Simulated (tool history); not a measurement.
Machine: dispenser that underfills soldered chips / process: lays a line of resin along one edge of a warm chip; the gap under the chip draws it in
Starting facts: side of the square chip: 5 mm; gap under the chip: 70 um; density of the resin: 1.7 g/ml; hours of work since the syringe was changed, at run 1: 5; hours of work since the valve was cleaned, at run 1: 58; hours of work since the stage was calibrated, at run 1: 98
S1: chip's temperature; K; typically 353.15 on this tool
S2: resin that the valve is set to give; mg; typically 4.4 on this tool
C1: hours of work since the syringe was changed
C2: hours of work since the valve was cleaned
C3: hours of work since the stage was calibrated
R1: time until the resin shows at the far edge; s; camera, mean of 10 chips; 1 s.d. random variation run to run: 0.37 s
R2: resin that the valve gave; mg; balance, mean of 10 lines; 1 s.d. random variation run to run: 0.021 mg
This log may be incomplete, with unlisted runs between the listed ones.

| run | hour | S1 | S2 | C1 | C2 | C3 | R1 | R2 |
|---|---|---|---|---|---|---|---|---|
| 1 | 0 | 353.15 | 4.4 | 5 | 58 | 98 | 26.3 | 4.16 |
| 2 | 6.4 | 353.15 | 4.4 | 10 | 63 | 103 | 31.8 | 4.19 |
|  | 7.5 | new syringe of resin |
| 3 | 13.7 | 353.15 | 4.4 | 5 | 68 | 109 | 26.6 | 4.2 |
|  | 21.1 | new syringe of resin |
| 4 | 25.9 | 353.15 | 5.35 | 4 | 77 | 118 | 24.9 | 5.02 |
|  | 35.2 | new syringe of resin |
| 5 | 36.1 | 353.15 | 5.35 | 1 | 85 | 125 | 20.9 | 4.98 |
| 6 | 41.1 | 353.15 | 5.05 | 4 | 89 | 129 | 26.2 | 4.66 |
| 7 | 47.2 | 353.15 | 4.4 | 9 | 94 | 134 | 31.8 | 4.08 |
|  | 48.8 | new syringe of resin |
|  | 53.1 | dispensing valve cleaned and set on the balance |
| 8 | 58.2 | 353.15 | 4.4 | 6 | 4 | 141 | 27.7 | 4.4 |
|  | 64 | new syringe of resin |
| 9 | 68.4 | 353.15 | 4.66 | 3 | 12 | 149 | 24.7 | 4.61 |
|  | 77.8 | new syringe of resin |
| 10 | 77.8 | 353.15 | 4.66 | 0 | 19 | 156 | 21.3 | 4.6 |
| 11 | 87.5 | 353.15 | 4.4 | 7 | 26 | 164 | 29.2 | 4.3 |
|  | 91.7 | new syringe of resin |
| 12 | 96.9 | 353.15 | 4.4 | 4 | 33 | 171 | 26 | 4.29 |
|  | 106.1 | new syringe of resin |
| 13 | 109.3 | 353.15 | 4.4 | 2 | 42 | 180 | 22.8 | 4.25 |
|  | 119.8 | new syringe of resin |
| 14 | 120.2 | 358.15 | 4.4 | 0 | 50 | 188 | 17 | 4.21 |
| 15 | 125.7 | 358.15 | 4.4 | 5 | 55 | 192 | 19.8 | 4.22 |
| 16 | 131.1 | 358.15 | 4.4 | 9 | 59 | 196 | 23.3 | 4.2 |
|  | 133.9 | new syringe of resin |
| 17 | 141.3 | 366.15 | 4.4 | 6 | 67 | 204 | 14 | 4.17 |
|  | 147.8 | new syringe of resin |
| 18 | 153.5 | 341.15 | 4.4 | 4 | 76 | 213 | 49.5 | 4.12 |
| 19 | 159.4 | 366.15 | 4.4 | 9 | 80 | 218 | 16.3 | 4.14 |
|  | 161.3 | new syringe of resin |
| 20 | 165.9 | 366.15 | 4.4 | 4 | 85 | 222 | 13.3 | 4.08 |
| 21 | 172.2 | 348.15 | 4.4 | 8 | 90 | 227 | 37.9 | 4.09 |
|  | 175.7 | new syringe of resin |
| 22 | 178.2 | 360.15 | 4.9 | 2 | 94 | 232 | 16 | 4.54 |
|  | 182.9 | dispensing valve cleaned and set on the balance |
| 23 | 188.7 | 340.15 | 4.5 | 9 | 5 | 239 | 60.8 | 4.5 |
|  | 190.7 | new syringe of resin |
| 24 | 200 | 344.15 | 3.7 | 7 | 13 | 247 | 46.8 | 3.66 |
|  | 204.7 | new syringe of resin |
| 25 | 208.2 | 368.15 | 4.5 | 3 | 19 | 254 | 10.7 | 4.43 |
| 26 | 217.4 | 368.15 | 4.5 | 10 | 26 | 261 | 14.7 | 4.4 |
|  | 218.6 | new syringe of resin |
| 27 | 228.1 | 368.15 | 4.5 | 7 | 34 | 269 | 13.2 | 4.36 |
|  | 233 | new syringe of resin |
| 28 | 240.3 | 347.15 | 5.57 | 6 | 43 | 278 | 34.5 | 5.42 |
|  | 246.5 | new syringe of resin |
| 29 | 251.9 | 367.15 | 4.79 | 4 | 52 | 287 | 11.8 | 4.59 |

Run 30 has not been measured yet. What should we expect?
| 30 | 257.6 | 354.15 | 4.61 | 9 | 56 | 291 | ? | ? |

For run 30 the tool returned R1 27 s, R2 4.39 mg.
If the tool had no hidden condition, the same run with the same run-to-run variation would have returned R1 20.8 s, R2 4.61 mg.
